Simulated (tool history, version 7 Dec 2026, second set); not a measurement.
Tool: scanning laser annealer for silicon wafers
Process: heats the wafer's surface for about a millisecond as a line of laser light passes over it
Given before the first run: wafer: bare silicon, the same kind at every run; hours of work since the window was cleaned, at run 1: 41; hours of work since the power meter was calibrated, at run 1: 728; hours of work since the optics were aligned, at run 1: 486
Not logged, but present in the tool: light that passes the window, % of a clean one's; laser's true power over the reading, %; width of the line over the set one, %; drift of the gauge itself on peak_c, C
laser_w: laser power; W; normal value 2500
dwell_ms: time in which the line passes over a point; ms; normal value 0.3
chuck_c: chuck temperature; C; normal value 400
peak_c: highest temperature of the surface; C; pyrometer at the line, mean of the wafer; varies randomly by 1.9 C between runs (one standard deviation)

run	day	laser_w	dwell_ms	chuck_c	hours of work since the window was cleaned	hours of work since the power meter was calibrated	hours of work since the optics were aligned	peak_c
1	0	2500	0.3	400	41	728	486	1149
2	1.058	2500	0.286	400	60	748	506	1127
3	2.033	2500	0.286	400	78	766	524	1130
4	2.988	2500	0.3	422	96	783	541	1166
5	3.521	2500	0.3	422	106	793	551	1164
6	4.729	2500	0.3	422	128	815	573	1162
7	5.596	2500	0.34	400	144	832	590	1186
8	6.629	2500	0.22	400	163	851	609	1035
9	7.775	2500	0.22	400	185	872	630	1035
10	8.679	2500	0.22	400	201	889	647	1033
11	9.592	2500	0.22	400	218	905	663	1032
12	10.596	2500	0.22	400	237	924	682	1031
13	11.362	2500	0.22	400	251	938	696	1029
14	12.362	2500	0.22	400	269	957	715	1022
15	13.417	2500	0.22	400	289	976	734	1024
16	14.3	2647	0.282	402	305	993	751	1159
17	15.183	2569	0.3	386	322	1009	767	1138
18	16.112	2389	0.3	436	339	1026	784	1122
19	17.208	2422	0.264	436	359	1046	804	1087
20	18.146	2422	0.264	436	376	1064	822	1087
21	19.312	2258	0.333	408	398	1085	843	1079
22	19.967	2677	0.333	364	410	1097	855	1190
23	20.542	2443	0.374	364	421	1108	866	1141
24	21.35	2219	0.275	399	436	1123	881	994

Below are 4 alternative next runs, each starting from the tool's condition after run 24. Predict each:
A	22.221	2717	0.368	400	452	1139	897	?
B	22.221	2219	0.265	399	452	1139	897	?
C	22.221	2702	0.3	400	452	1139	897	?
D	22.221	2219	0.275	429	452	1139	897	?

run	peak_c
A	1281
B	978
C	1190
D	1021
With no hidden state in the tool, these same runs would have given:
run	peak_c
A	1341
B	1018
C	1244
D	1062
